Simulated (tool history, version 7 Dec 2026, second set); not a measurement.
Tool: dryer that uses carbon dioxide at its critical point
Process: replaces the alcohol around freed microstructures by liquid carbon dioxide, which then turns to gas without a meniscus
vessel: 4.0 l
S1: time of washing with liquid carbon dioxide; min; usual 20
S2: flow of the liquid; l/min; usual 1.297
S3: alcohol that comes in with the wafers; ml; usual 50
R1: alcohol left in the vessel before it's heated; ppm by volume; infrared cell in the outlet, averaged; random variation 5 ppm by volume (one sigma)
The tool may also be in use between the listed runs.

run   hour  S1     S2  S3   R1
  1    0.0  20  1.297  50   96
  2   13.0  20  1.297  50   99
  3   40.8  20  1.297  50   99
  4   56.1  20  1.297  90  154
      69.3  -- inlet filter changed
  5   81.7  20  1.297  90  114
  6  107.6  20  1.297  50   85
  7  136.6  20  1.297  50   98
  8  160.4  20  0.790  50  476
  9  177.0  20  0.790  50  481
 10  191.9  20  0.790  50  478
 11  217.5  20  0.790  50  500
 12  235.8  20  0.790  50  515
 13  250.0  20  1.710  50   77
 14  274.5  20  1.297  50  115
 15  297.6  20  1.297  50  122
 16  313.4  20  1.297  25   98
 17  332.8  20  1.297  25  106
 18  363.7  30  1.297  25   83
 19  381.4  30  1.297  25   93
 20  394.9  30  1.297  25   88
 21  422.4  15  1.297  25  188
 22  442.2  15  1.297  25  195
 23  460.9  20  1.297  50  150
 24  474.6  23  1.297  50  125
 25  498.8  30  1.960  29   97
 26  524.3  30  1.960  81  113
 27  548.6  31  1.190  21  106
 28  575.1  31  1.190  21  109
 29  605.7  15  1.750  21  138
 30  619.7  15  1.750  29  160
 31  644.4  14  1.290  22  251
 32  666.6  14  1.170  22  320
 33  682.3  20  1.300  60  199
 34  709.6  20  1.300  60  210
 35  730.2  26  1.297  50  147
     738.8  -- inlet filter changed
 36  746.7  26  1.297  50  142
 37  764.8  20  1.560  80  158
 38  784.5  20  1.170  67  230
 39  806.5  20  1.170  67  228
 40  819.5  23  0.880  42  272

The next listed run, before its measurement:
 41  834.7  23  1.050  42   ?

Run 41 gave R1 193 ppm by volume.
Without the tool's hidden state the same run would have given R1 50 ppm by volume.

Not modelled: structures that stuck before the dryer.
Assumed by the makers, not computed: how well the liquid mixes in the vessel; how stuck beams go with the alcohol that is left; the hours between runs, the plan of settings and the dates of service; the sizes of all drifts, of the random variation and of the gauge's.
